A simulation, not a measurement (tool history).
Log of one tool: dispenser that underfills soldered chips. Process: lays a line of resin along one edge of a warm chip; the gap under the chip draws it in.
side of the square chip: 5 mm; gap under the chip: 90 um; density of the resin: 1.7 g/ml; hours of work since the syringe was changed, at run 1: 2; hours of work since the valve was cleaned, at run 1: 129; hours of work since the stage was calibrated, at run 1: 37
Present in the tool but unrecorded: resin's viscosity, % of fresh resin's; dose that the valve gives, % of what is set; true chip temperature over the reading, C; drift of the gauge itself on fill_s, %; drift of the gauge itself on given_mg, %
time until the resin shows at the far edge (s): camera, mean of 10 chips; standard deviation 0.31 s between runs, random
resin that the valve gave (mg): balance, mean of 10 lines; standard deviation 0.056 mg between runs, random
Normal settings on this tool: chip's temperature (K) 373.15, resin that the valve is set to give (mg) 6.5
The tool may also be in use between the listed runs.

run    day  chip's temperature (K)  resin that the valve is set to give (mg)  hours of work since the syringe was changed  hours of work since the valve was cleaned  hours of work since the stage was calibrated  time until the resin shows at the far edge (s)  resin that the valve gave (mg)
  1      0                  373.15                                       6.5                                            2                                        129                                            37                                             7.9                             6.1
  2  0.275                  379.15                                       6.5                                            6                                        133                                            41                                             7.8                            6.08
     0.304  -- new syringe of resin
  3  0.554                  373.15                                      7.45                                            4                                        138                                            45                                             8.7                            6.96
     0.725  -- new syringe of resin
  4  0.733                  373.15                                       6.5                                            0                                        140                                            48                                               7                            6.19
  5  0.958                  373.15                                       6.5                                            4                                        144                                            52                                             8.9                            5.97
     1.146  -- new syringe of resin
     1.229  -- dispensing valve cleaned and set on the balance
  6  1.242                  373.15                                       6.5                                            1                                          0                                            55                                             7.8                            6.44
  7  1.479                  388.15                                       6.5                                            5                                          4                                            59                                             5.5                            6.51
     1.604  -- new syringe of resin
  8   1.65                  388.15                                       6.5                                            1                                          6                                            61                                             4.5                            6.61
  9  1.925                  373.15                                       6.5                                            5                                         11                                            66                                             9.6                            6.48
     2.029  -- new syringe of resin
 10  2.221                  373.15                                       6.5                                            3                                         15                                            70                                             8.3                            6.49
     2.471  -- new syringe of resin
 11  2.546                  358.15                                       6.5                                            1                                         20                                            75                                            13.6                            6.45
 12  2.775                  358.15                                       6.5                                            5                                         24                                            79                                              16                            6.45
     2.892  -- new syringe of resin
 13  2.983                  373.15                                       6.5                                            1                                         27                                            82                                             8.4                            6.41
 14  3.154                  373.15                                      6.72                                            4                                         29                                            84                                             8.8                            6.63
     3.317  -- new syringe of resin
 15  3.333                  383.15                                       6.5                                            0                                         32                                            87                                             5.4                            6.43
 16  3.612                  383.15                                       6.5                                            5                                         36                                            91                                               7                            6.52
     3.733  -- new syringe of resin
 17  3.758                  383.15                                       6.5                                            0                                         38                                            93                                             5.8                            6.48
 18   3.95                  383.15                                       6.5                                            3                                         42                                            96                                             6.1                            6.29
     4.162  -- new syringe of resin
 19  4.221                  383.15                                       6.5                                            1                                         46                                           100                                             5.6                            6.36
 20  4.492                  384.15                                      5.56                                            5                                         50                                           105                                             7.3                            5.45
     4.592  -- new syringe of resin
 21   4.75                  386.15                                       6.5                                            2                                         54                                           109                                             5.6                            6.42
 22  4.962                  366.15                                      8.12                                            6                                         57                                           112                                            12.2                            7.89
     5.033  -- new syringe of resin
 23  5.146                  366.15                                      8.12                                            2                                         60                                           115                                              10                            7.91
 24  5.283                  363.15                                      5.74                                            4                                         62                                           117                                              13                            5.65
     5.467  -- new syringe of resin
 25  5.504                  363.15                                      5.74                                            1                                         65                                           120                                            11.7                            5.57
 26   5.65                  372.15                                       6.5                                            3                                         67                                           122                                               9                            6.32
 27  5.842                  364.15                                         7                                            6                                         70                                           125                                            14.6                            6.78
       5.9  -- new syringe of resin
 28  6.012                  370.15                                      8.25                                            2                                         73                                           128                                             8.4                            7.97
 29  6.258                  370.15                                      8.25                                            6                                         77                                           132                                            10.4                            8.04
     6.317  -- new syringe of resin
 30  6.467                  374.15                                      6.12                                            2                                         80                                           135                                             8.6                            5.89
     6.738  -- new syringe of resin
 31  6.742                  374.15                                      6.12                                            0                                         84                                           139                                             7.9                            5.93
 32  7.029                  365.15                                      6.01                                            5                                         88                                           143                                            11.9                            5.81
     7.167  -- new syringe of resin
 33  7.271                  368.15                                      6.66                                            2                                         92                                           147                                             9.7                             6.4
     7.583  -- new syringe of resin
 34  7.583                  383.15                                      8.27                                            0                                         97                                           152                                             4.9                            7.95
 35  7.717                  383.15                                      8.27                                            2                                         99                                           154                                             5.6                            7.87
 36  7.892                  383.15                                      8.27                                            5                                        102                                           156                                             6.8                            8.01

Measured minus without-hidden-state, run by run (identical run-to-run variation in each term; gauge scatter may differ):
run  time until the resin shows at the far edge (s)  resin that the valve gave (mg)
  1                                            +0.7                           -0.37
  2                                            +1.9                           -0.39
  3                                            +1.4                           -0.46
  4                                            +0.2                           -0.41
  5                                            +1.4                           -0.41
  6                                            +0.5                              +0
  7                                            +1.1                           -0.02
  8                                            +0.3                           -0.02
  9                                            +2.1                           -0.03
 10                                            +1.1                           -0.04
 11                                            +0.9                           -0.05
 12                                            +3.1                           -0.07
 13                                            +0.7                           -0.08
 14                                            +1.6                           -0.09
 15                                            +0.2                           -0.09
 16                                            +1.3                            -0.1
 17                                            +0.2                            -0.1
 18                                            +0.9                           -0.11
 19                                            +0.4                           -0.13
 20                                            +1.5                           -0.12
 21                                            +0.8                           -0.15
 22                                            +3.2                           -0.19
 23                                            +0.9                           -0.21
 24                                            +2.2                           -0.15
 25                                            +0.9                           -0.15
 26                                            +1.5                           -0.18
 27                                            +3.6                           -0.21
 28                                            +0.8                           -0.25
 29                                            +2.3                           -0.26
 30                                              +1                           -0.21
 31                                            +0.2                           -0.22
 32                                            +2.4                           -0.23
 33                                            +1.1                           -0.25
 34                                            +0.1                           -0.33
 35                                            +0.7                           -0.34
 36                                            +1.4                           -0.35

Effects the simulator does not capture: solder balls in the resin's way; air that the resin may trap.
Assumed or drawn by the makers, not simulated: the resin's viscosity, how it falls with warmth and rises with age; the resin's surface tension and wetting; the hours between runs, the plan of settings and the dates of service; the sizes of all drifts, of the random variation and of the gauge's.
